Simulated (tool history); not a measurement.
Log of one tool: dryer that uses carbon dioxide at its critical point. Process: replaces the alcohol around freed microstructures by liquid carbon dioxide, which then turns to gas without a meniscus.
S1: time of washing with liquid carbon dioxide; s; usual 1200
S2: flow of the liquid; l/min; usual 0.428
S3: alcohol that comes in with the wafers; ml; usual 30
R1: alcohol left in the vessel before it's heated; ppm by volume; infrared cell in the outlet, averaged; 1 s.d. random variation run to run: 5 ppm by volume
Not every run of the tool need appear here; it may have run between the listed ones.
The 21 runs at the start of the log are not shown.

run,hour,S1,S2,S3,R1
22,670.3,1200,0.428,30,43
23,714.3,1200,0.428,30,39
24,754.0,1200,0.428,30,44
25,781.7,1200,0.428,30,45
26,822.2,1200,0.550,30,43
27,843.9,840,0.428,66,302
28,881.8,900,0.392,41,209
29,926.2,960,0.723,25,34
30,963.4,1200,0.343,30,89
31,989.7,1200,0.670,71,40
32,1009.5,1080,0.499,44,60
33,1050.4,1080,0.499,44,55
34,1069.6,1680,0.324,44,55
35,1113.2,1200,0.428,76,82
36,1147.2,900,0.441,30,123
# hour 1158.5: purifier's bed changed
37,1183.5,1200,0.428,32,9
38,1219.3,1200,0.495,30,11
# hour 1247.3: inlet filter changed
39,1258.2,1500,0.258,69,147
40,1291.2,1500,0.554,100,9
41,1317.8,1200,0.351,72,96
42,1353.1,1200,0.428,73,35
43,1392.0,1260,0.428,30,17
44,1435.6,1560,0.618,94,11
45,1463.3,1200,0.388,81,65
46,1505.0,1200,0.388,35,40

Each row is a separate what-if for the run after 46, all from the same tool condition, not one after another. Results?
A,1541.0,1320,0.603,30,?
B,1541.0,1620,0.626,65,?
C,1541.0,780,0.388,35,?

run,R1
A,8
B,0
C,335
Had the tool no hidden state, the same runs would have come out as:
run,R1
A,0
B,0
C,281
